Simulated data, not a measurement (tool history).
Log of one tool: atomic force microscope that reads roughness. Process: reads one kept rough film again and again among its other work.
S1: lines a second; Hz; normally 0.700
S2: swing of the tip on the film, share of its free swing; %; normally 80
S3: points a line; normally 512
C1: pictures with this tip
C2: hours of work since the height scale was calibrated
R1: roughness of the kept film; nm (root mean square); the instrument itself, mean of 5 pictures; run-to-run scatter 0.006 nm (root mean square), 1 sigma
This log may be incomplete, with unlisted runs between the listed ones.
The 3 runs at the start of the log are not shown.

-- hour=46.9 new tip fitted
run 4 hour=49.6 | S1=0.700 S2=80 S3=512 | C1=3 C2=91 | R1=1.082
run 5 hour=72.1 | S1=0.700 S2=80 S3=512 | C1=31 C2=102 | R1=1.038
run 6 hour=95.6 | S1=0.700 S2=80 S3=512 | C1=60 C2=113 | R1=1.000
run 7 hour=123.8 | S1=2.491 S2=80 S3=512 | C1=95 C2=126 | R1=0.840
run 8 hour=139.1 | S1=0.700 S2=80 S3=512 | C1=114 C2=133 | R1=0.918
run 9 hour=162.5 | S1=0.700 S2=63 S3=512 | C1=143 C2=145 | R1=0.924
-- hour=169.0 new tip fitted
run 10 hour=179.2 | S1=0.700 S2=63 S3=512 | C1=13 C2=152 | R1=1.115
run 11 hour=196.6 | S1=0.700 S2=63 S3=512 | C1=34 C2=161 | R1=1.083
run 12 hour=210.1 | S1=0.700 S2=80 S3=512 | C1=51 C2=167 | R1=1.003
run 13 hour=232.2 | S1=0.700 S2=80 S3=512 | C1=78 C2=177 | R1=0.981
run 14 hour=260.2 | S1=0.700 S2=80 S3=512 | C1=113 C2=191 | R1=0.935
run 15 hour=275.2 | S1=0.700 S2=80 S3=512 | C1=131 C2=198 | R1=0.910
-- hour=290.6 new tip fitted
run 16 hour=290.6 | S1=2.964 S2=80 S3=512 | C1=0 C2=205 | R1=0.945
run 17 hour=311.1 | S1=0.700 S2=58 S3=512 | C1=25 C2=215 | R1=1.103
run 18 hour=326.4 | S1=0.700 S2=80 S3=530 | C1=44 C2=222 | R1=1.022
run 19 hour=353.5 | S1=0.700 S2=80 S3=530 | C1=77 C2=235 | R1=0.980
run 20 hour=376.9 | S1=0.700 S2=80 S3=565 | C1=106 C2=246 | R1=0.941
-- hour=379.9 height scale calibrated on a step standard
run 21 hour=397.9 | S1=0.700 S2=80 S3=565 | C1=131 C2=9 | R1=0.904
-- hour=413.9 new tip fitted
run 22 hour=418.9 | S1=0.700 S2=80 S3=565 | C1=6 C2=18 | R1=1.091
run 23 hour=431.0 | S1=0.700 S2=80 S3=565 | C1=21 C2=24 | R1=1.080

For run 24, what comes out?
run 24 hour=447.2 | S1=0.700 S2=80 S3=565 | C1=41 C2=32 | R1=?

{"run 24": {"R1": 1.04}}
On a tool with no hidden condition, and with the same random variation, this run would have come out at R1 1.103 nm (root mean square).
